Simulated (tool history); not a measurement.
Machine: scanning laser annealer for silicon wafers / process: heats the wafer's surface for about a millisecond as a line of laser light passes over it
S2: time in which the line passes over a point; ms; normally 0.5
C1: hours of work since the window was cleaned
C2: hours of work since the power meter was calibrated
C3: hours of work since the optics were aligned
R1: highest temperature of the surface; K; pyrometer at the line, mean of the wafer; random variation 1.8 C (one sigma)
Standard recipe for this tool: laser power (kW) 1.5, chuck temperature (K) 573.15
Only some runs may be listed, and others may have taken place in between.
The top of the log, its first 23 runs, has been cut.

{"run": 24, "hour": 1739.0, "laser power (kW)": 1.306, "S2": 0.459, "chuck temperature (K)": 573.15, "C1": 594, "C2": 1955, "C3": 578, "R1": 1148.15}
{"run": 25, "hour": 1813.7, "laser power (kW)": 1.425, "S2": 0.496, "chuck temperature (K)": 580.15, "C1": 642, "C2": 2003, "C3": 626, "R1": 1245.15}
{"run": 26, "hour": 1860.5, "laser power (kW)": 1.5, "S2": 0.608, "chuck temperature (K)": 573.15, "C1": 672, "C2": 2033, "C3": 656, "R1": 1354.15}
{"run": 27, "hour": 1924.9, "laser power (kW)": 1.5, "S2": 0.608, "chuck temperature (K)": 573.15, "C1": 714, "C2": 2075, "C3": 698, "R1": 1352.15}
{"hour": 1978.0, "done": "window over the wafer cleaned"}
{"run": 28, "hour": 1978.0, "laser power (kW)": 1.5, "S2": 0.608, "chuck temperature (K)": 573.15, "C1": 0, "C2": 2107, "C3": 730, "R1": 1365.15}
{"run": 29, "hour": 2026.9, "laser power (kW)": 1.351, "S2": 0.407, "chuck temperature (K)": 541.15, "C1": 32, "C2": 2139, "C3": 762, "R1": 1113.15}
{"run": 30, "hour": 2099.9, "laser power (kW)": 1.537, "S2": 0.368, "chuck temperature (K)": 611.15, "C1": 79, "C2": 2186, "C3": 809, "R1": 1238.15}
{"run": 31, "hour": 2186.3, "laser power (kW)": 1.277, "S2": 0.585, "chuck temperature (K)": 571.15, "C1": 134, "C2": 2242, "C3": 865, "R1": 1216.15}
{"run": 32, "hour": 2230.4, "laser power (kW)": 1.638, "S2": 0.412, "chuck temperature (K)": 537.15, "C1": 163, "C2": 2270, "C3": 893, "R1": 1250.15}
{"run": 33, "hour": 2298.2, "laser power (kW)": 1.5, "S2": 0.62, "chuck temperature (K)": 608.15, "C1": 206, "C2": 2314, "C3": 937, "R1": 1401.15}
{"run": 34, "hour": 2360.2, "laser power (kW)": 1.505, "S2": 0.5, "chuck temperature (K)": 560.15, "C1": 246, "C2": 2354, "C3": 977, "R1": 1276.15}
{"run": 35, "hour": 2397.7, "laser power (kW)": 1.505, "S2": 0.5, "chuck temperature (K)": 560.15, "C1": 270, "C2": 2378, "C3": 1001, "R1": 1271.15}
{"run": 36, "hour": 2435.0, "laser power (kW)": 1.616, "S2": 0.533, "chuck temperature (K)": 541.15, "C1": 294, "C2": 2402, "C3": 1025, "R1": 1339.15}
{"run": 37, "hour": 2489.2, "laser power (kW)": 1.327, "S2": 0.5, "chuck temperature (K)": 575.15, "C1": 329, "C2": 2437, "C3": 1060, "R1": 1191.15}
{"run": 38, "hour": 2574.6, "laser power (kW)": 1.327, "S2": 0.471, "chuck temperature (K)": 575.15, "C1": 384, "C2": 2492, "C3": 1115, "R1": 1172.15}
{"run": 39, "hour": 2647.2, "laser power (kW)": 1.482, "S2": 0.51, "chuck temperature (K)": 575.15, "C1": 431, "C2": 2539, "C3": 1162, "R1": 1277.15}
{"run": 40, "hour": 2730.1, "laser power (kW)": 1.639, "S2": 0.35, "chuck temperature (K)": 562.15, "C1": 485, "C2": 2592, "C3": 1215, "R1": 1210.15}
{"run": 41, "hour": 2777.8, "laser power (kW)": 1.613, "S2": 0.472, "chuck temperature (K)": 554.15, "C1": 515, "C2": 2623, "C3": 1246, "R1": 1294.15}
{"run": 42, "hour": 2851.9, "laser power (kW)": 1.613, "S2": 0.472, "chuck temperature (K)": 554.15, "C1": 563, "C2": 2670, "C3": 1294, "R1": 1291.15}

Consider 3 possible next runs. They are alternatives, not a sequence: every one starts from the tool as it was left by run 42. What does each give?
{"run": "A", "hour": 2891.3, "laser power (kW)": 1.5, "S2": 0.5, "chuck temperature (K)": 603.15, "C1": 588, "C2": 2696, "C3": 1319, "R1": "?"}
{"run": "B", "hour": 2891.3, "laser power (kW)": 1.485, "S2": 0.5, "chuck temperature (K)": 538.15, "C1": 588, "C2": 2696, "C3": 1319, "R1": "?"}
{"run": "C", "hour": 2891.3, "laser power (kW)": 1.642, "S2": 0.409, "chuck temperature (K)": 605.15, "C1": 588, "C2": 2696, "C3": 1319, "R1": "?"}

run=A R1=1302.15
run=B R1=1231.15
run=C R1=1307.15
What these runs would have given with no unlogged condition in the tool:
run=A R1=1326.15
run=B R1=1255.15
run=C R1=1331.15

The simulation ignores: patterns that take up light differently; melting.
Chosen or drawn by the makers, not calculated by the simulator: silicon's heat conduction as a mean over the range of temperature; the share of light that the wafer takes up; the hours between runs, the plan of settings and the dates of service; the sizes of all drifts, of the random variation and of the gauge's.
